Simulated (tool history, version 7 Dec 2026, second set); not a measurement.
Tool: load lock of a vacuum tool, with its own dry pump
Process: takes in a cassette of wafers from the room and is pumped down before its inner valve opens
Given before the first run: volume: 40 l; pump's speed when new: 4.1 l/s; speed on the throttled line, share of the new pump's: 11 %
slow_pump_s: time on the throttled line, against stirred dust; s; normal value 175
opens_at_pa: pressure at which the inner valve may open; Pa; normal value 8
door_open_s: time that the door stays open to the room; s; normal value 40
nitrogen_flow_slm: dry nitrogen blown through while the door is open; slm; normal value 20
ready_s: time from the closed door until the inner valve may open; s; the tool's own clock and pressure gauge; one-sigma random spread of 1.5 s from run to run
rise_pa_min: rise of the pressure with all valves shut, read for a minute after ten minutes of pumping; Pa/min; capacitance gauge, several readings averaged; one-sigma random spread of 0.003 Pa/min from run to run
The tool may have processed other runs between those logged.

run     hour  slow_pump_s  opens_at_pa  door_open_s  nitrogen_flow_slm  incoming humidity of the room's air, %  ready_s  rise_pa_min
  1      0.0          175            8           40                 20                                    42.7    256.2        0.112
  2    310.2          175            8           40                  6                                    45.0    259.5        0.134
  3    648.3          175            8           40                  6                                    40.0    255.6        0.143
  4   1051.4          175            8           40                  6                                    46.0    255.9        0.159
  5   1354.6          175            8           40                  6                                    43.6    259.4        0.161
  6   1551.2          175            8           40                  6                                    45.1    257.0        0.175
  7   1924.7          175            8           40                  6                                    42.8    258.0        0.174
  8   2284.5          175            8           40                  6                                    47.1    256.6        0.198
  9   2678.8          175            8           40                  6                                    47.7    257.4        0.212
 10   3046.6          175            8           86                 20                                    47.6    262.0        0.219
 11   3390.2          175            8           40                 15                                    42.3    258.1        0.214
 12   3622.7          175            8           40                 20                                    43.7    260.0        0.222
 13   3930.0          175            8           40                 20                                    47.2    259.6        0.236
 14   4163.5          175            8           40                 20                                    47.1    259.7        0.237
 15   4351.6          175            8          198                 20                                    46.1    259.4        0.278
 16   4564.9          175            8          198                 20                                    48.4    261.1        0.295
 17   4957.9          175            8          198                 20                                    44.5    261.7        0.308
 18   5330.4          175            8          198                 20                                    39.4    261.6        0.306
 19   5649.7          175            8          198                 20                                    43.3    261.0        0.322
 20   5888.7          175            8          198                 20                                    43.6    258.1        0.335
 21   6266.7          175            9           73                 36                                    46.6    259.9        0.334
 22   6690.9          175            9           73                 36                                    45.5    261.4        0.350
 23   6916.3          175           14           40                 32                                    47.3    256.0        0.360
 24   7237.4          175            8           40                 32                                    42.9    259.8        0.357
 25   7623.8          115            8          122                 37                                    45.4    208.1        0.392
 26   7881.4          161           11           40                 20                                    46.6    246.7        0.407
 27   8180.4          109           11           59                  8                                    43.8    202.5        0.442
      8464.8  -- dry pump taken out, an overhauled one fitted
 28   8606.8          323            6           40                 11                                    42.8    384.8        0.443
 29   8940.8          323            7           40                 11                                    44.8    384.1        0.474
 30   9330.7          323            7           40                 11                                    41.1    384.4        0.481
 31   9556.2          175           10           40                 20                                    45.9    247.4        0.490
 32   9909.4          201           13           50                 20                                    39.1    268.1        0.513
 33  10343.1          201           13           50                 20                                    48.1    270.7        0.543
 34  10605.8          103           11           92                  7                                    44.0    184.6        0.577
 35  10898.0          103           11           92                  7                                    44.7    183.0        0.589
 36  11247.3          175           15           76                 20                                    44.1    243.7        0.602
 37  11691.4          175            9           33                  5                                    45.8    249.9        0.626
 38  12058.0          175            9           33                  5                                    46.6    250.3        0.661

Below are 3 alternative next runs, each starting from the tool's condition after run 38. Predict each:
  A  12320.8          175            8          178                 20                                    48.3        ?            ?
  B  12320.8          330            7          172                  5                                    45.4        ?            ?
  C  12320.8          342            9           90                  5                                    44.5        ?            ?

run  ready_s  rise_pa_min
  A    252.8        0.691
  B    389.4        0.712
  C    398.5        0.695
Without the tool's unlogged condition, the same runs would have read:
run  ready_s  rise_pa_min
  A    250.7        0.070
  B    387.9        0.093
  C    396.9        0.075
